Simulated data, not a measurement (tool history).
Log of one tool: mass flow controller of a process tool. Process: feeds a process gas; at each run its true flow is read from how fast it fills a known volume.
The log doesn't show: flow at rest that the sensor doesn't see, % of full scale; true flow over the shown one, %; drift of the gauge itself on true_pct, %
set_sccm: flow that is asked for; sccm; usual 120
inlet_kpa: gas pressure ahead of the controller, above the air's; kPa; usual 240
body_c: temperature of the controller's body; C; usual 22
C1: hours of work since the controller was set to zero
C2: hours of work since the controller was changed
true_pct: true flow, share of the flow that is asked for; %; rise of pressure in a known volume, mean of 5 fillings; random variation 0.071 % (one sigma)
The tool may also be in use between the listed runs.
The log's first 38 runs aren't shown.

Run 39, day 412.046: usual settings but set_sccm 36 sccm; C1 2338; C2 4228. Result: true_pct 100.28 %.
Run 40, day 422.829: usual settings but set_sccm 28 sccm, body_c 23 C; C1 2456; C2 4346. Result: true_pct 99.77 %.
Run 41, day 435.296: usual settings but set_sccm 35 sccm, inlet_kpa 140 kPa, body_c 33 C; C1 2592; C2 4482. Result: true_pct 98.56 %.
Run 42, day 445.671: usual settings but set_sccm 43 sccm, inlet_kpa 255 kPa, body_c 34 C; C1 2705; C2 4596. Result: true_pct 99.37 %.
Run 43, day 460.583: usual settings but set_sccm 77 sccm, inlet_kpa 255 kPa, body_c 40 C; C1 2868; C2 4759. Result: true_pct 99.42 %.
Run 44, day 472.225: usual settings but set_sccm 118 sccm, inlet_kpa 175 kPa, body_c 37 C; C1 2996; C2 4886. Result: true_pct 99.57 %.
Run 45, day 482.158: usual settings but set_sccm 84 sccm, inlet_kpa 206 kPa, body_c 26 C; C1 3104; C2 4994. Result: true_pct 100.51 %.
Run 46, day 493.579: usual settings but inlet_kpa 246 kPa, body_c 28 C; C1 3229; C2 5119. Result: true_pct 100.92 %.
Run 47, day 504.075: usual settings but inlet_kpa 159 kPa; C1 3344; C2 5234. Result: true_pct 101.04 %.

Forecast each of these 5 alternatives for the next run:
Run A, day 513.042: usual settings but set_sccm 167 sccm, inlet_kpa 202 kPa, body_c 21 C; C1 3442; C2 5332. Result: true_pct ?.
Run B, day 513.042: usual settings but set_sccm 101 sccm; C1 3442; C2 5332. Result: true_pct ?.
Run C, day 513.042: usual settings but inlet_kpa 182 kPa; C1 3442; C2 5332. Result: true_pct ?.
Run D, day 513.042: usual settings but set_sccm 132 sccm, inlet_kpa 159 kPa; C1 3442; C2 5332. Result: true_pct ?.
Run E, day 513.042: usual settings but set_sccm 35 sccm, inlet_kpa 154 kPa, body_c 34 C; C1 3442; C2 5332. Result: true_pct ?.

run  true_pct
  A    101.61
  B    101.31
  C    101.14
  D    101.13
  E     98.39
Without the tool's hidden state the same runs would have given:
run  true_pct
  A    100.31
  B    100.22
  C     99.97
  D     99.92
  E     98.34

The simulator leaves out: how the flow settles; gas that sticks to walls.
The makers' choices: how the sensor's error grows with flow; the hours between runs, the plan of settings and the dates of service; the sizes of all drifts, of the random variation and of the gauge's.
